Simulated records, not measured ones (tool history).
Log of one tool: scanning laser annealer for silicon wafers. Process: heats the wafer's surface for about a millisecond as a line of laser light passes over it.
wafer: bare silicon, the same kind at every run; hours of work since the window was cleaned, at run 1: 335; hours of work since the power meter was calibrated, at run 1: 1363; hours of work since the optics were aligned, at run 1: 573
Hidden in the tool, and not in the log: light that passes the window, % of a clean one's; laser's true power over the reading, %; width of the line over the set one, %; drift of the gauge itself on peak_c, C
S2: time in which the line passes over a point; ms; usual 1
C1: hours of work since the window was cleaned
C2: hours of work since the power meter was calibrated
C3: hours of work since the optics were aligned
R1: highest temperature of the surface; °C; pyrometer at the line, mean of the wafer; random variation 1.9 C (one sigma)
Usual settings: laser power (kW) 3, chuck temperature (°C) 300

run 1 hour=0 | laser_power_(kW)=3 S2=1 chuck_temperature_(°C)=300 | C1=335 C2=1363 C3=573 | R1=1076
run 2 hour=44.6 | laser_power_(kW)=3 S2=1 chuck_temperature_(°C)=300 | C1=370 C2=1398 C3=608 | R1=1074
run 3 hour=89.9 | laser_power_(kW)=3 S2=1 chuck_temperature_(°C)=300 | C1=405 C2=1433 C3=643 | R1=1073
run 4 hour=123.8 | laser_power_(kW)=3.041 S2=1 chuck_temperature_(°C)=300 | C1=432 C2=1460 C3=670 | R1=1082
run 5 hour=153.9 | laser_power_(kW)=2.947 S2=1 chuck_temperature_(°C)=300 | C1=455 C2=1483 C3=693 | R1=1053
-- hour=161.9 window over the wafer cleaned
run 6 hour=195.8 | laser_power_(kW)=3 S2=1 chuck_temperature_(°C)=318 | C1=27 C2=1515 C3=725 | R1=1122
run 7 hour=260.3 | laser_power_(kW)=3 S2=1 chuck_temperature_(°C)=318 | C1=77 C2=1565 C3=775 | R1=1117
run 8 hour=304 | laser_power_(kW)=3 S2=1 chuck_temperature_(°C)=318 | C1=111 C2=1599 C3=809 | R1=1118
run 9 hour=348.5 | laser_power_(kW)=3 S2=1 chuck_temperature_(°C)=318 | C1=146 C2=1634 C3=844 | R1=1113
run 10 hour=401.6 | laser_power_(kW)=2.661 S2=1 chuck_temperature_(°C)=283 | C1=187 C2=1675 C3=885 | R1=971
run 11 hour=464.2 | laser_power_(kW)=2.744 S2=0.99 chuck_temperature_(°C)=285 | C1=236 C2=1724 C3=934 | R1=991
run 12 hour=511.1 | laser_power_(kW)=2.941 S2=0.75 chuck_temperature_(°C)=307 | C1=272 C2=1760 C3=970 | R1=980
run 13 hour=548.8 | laser_power_(kW)=2.941 S2=0.75 chuck_temperature_(°C)=307 | C1=302 C2=1790 C3=1000 | R1=978
run 14 hour=607 | laser_power_(kW)=2.941 S2=0.75 chuck_temperature_(°C)=307 | C1=347 C2=1835 C3=1045 | R1=976
run 15 hour=664.7 | laser_power_(kW)=3 S2=0.89 chuck_temperature_(°C)=310 | C1=392 C2=1880 C3=1090 | R1=1049
run 16 hour=703.8 | laser_power_(kW)=3 S2=1 chuck_temperature_(°C)=322 | C1=423 C2=1911 C3=1121 | R1=1099
-- hour=750.2 window over the wafer cleaned
run 17 hour=758 | laser_power_(kW)=2.752 S2=1.04 chuck_temperature_(°C)=340 | C1=6 C2=1951 C3=1161 | R1=1081
run 18 hour=806.6 | laser_power_(kW)=3 S2=0.87 chuck_temperature_(°C)=332 | C1=44 C2=1989 C3=1199 | R1=1085

3 ways to go on from here, each from the tool as it stands after run 18. What would each give?
run A hour=854 | laser_power_(kW)=3 S2=1 chuck_temperature_(°C)=296 | C1=81 C2=2026 C3=1236 | R1=?
run B hour=854 | laser_power_(kW)=3.01 S2=0.79 chuck_temperature_(°C)=319 | C1=81 C2=2026 C3=1236 | R1=?
run C hour=854 | laser_power_(kW)=3 S2=0.77 chuck_temperature_(°C)=308 | C1=81 C2=2026 C3=1236 | R1=?

run=A R1=1097
run=B R1=1040
run=C R1=1017
Without the tool's hidden state the same runs would have given:
run=A R1=1096
run=B R1=1039
run=C R1=1017
